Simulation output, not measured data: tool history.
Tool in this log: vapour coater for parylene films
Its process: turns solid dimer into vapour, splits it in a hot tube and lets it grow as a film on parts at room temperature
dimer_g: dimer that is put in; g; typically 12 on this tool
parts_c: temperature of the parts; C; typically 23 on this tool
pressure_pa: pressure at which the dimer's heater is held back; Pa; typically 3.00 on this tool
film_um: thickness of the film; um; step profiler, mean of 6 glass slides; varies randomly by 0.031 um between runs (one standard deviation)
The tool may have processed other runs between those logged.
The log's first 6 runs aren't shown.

run   hour  dimer_g  parts_c  pressure_pa  hours of work since the trap's valve was overhauled  hours of work since the table's thermometer was calibrated  film_um
  7   70.3       12       23         3.00                                                  202                                                         358     7.17
  8   85.0       12       23         3.00                                                  213                                                         369     7.16
  9  101.1       12       23         3.00                                                  226                                                         381     7.12
 10  113.6       12       23         3.00                                                  235                                                         391     7.15
 11  123.5       12       23         3.00                                                  242                                                         398     7.17
 12  131.4       12       23         3.00                                                  248                                                         404     7.14
 13  146.0       12       23         3.00                                                  259                                                         415     7.15
 14  159.2       12       23         3.00                                                  269                                                         425     7.11
 15  168.7       12       23         2.80                                                  277                                                         432     7.21
 16  177.0       12       25         4.86                                                  283                                                         438     5.75
 17  191.6       12       25         4.86                                                  294                                                         450     5.76
 18  209.6       12       23        10.31                                                  308                                                         463     5.30
 19  223.6       21       23         7.81                                                  318                                                         474     9.79
 20  233.5       21       23         7.81                                                  326                                                         481     9.94
     235.7  -- table's thermometer calibrated
 21  251.5       12       17         3.00                                                  338                                                          12     8.46
 22  269.6        8       26         3.00                                                  352                                                          26     4.15
 23  285.3       11       22         3.00                                                  364                                                          38     6.86
 24  302.3       12       20         5.48                                                  377                                                          50     7.17
     318.0  -- table's thermometer calibrated, once more
 25  318.0        6       20         5.48                                                  388                                                           0     3.46
 26  331.0       12       20         5.48                                                  398                                                          10     6.86
 27  348.6       12       23        11.99                                                  411                                                          23     4.93
 28  363.3       12       23         3.00                                                  422                                                          34     6.83
 29  381.1       21       23         2.32                                                  436                                                          48    12.71
 30  391.1       12       18         3.00                                                  443                                                          55     8.40

Here are 3 independent what-if runs from the current tool condition. What would each one return?
  A  405.0        7       23         3.00                                                  454                                                          66        ?
  B  405.0       12       23        10.80                                                  454                                                          66        ?
  C  405.0       12       15         3.00                                                  454                                                          66        ?

run  film_um
  A     3.96
  B     5.03
  C     8.41
With the hidden condition removed and each run's random variation left untouched, the same runs would have given:
run  film_um
  A     4.21
  B     5.34
  C     8.95
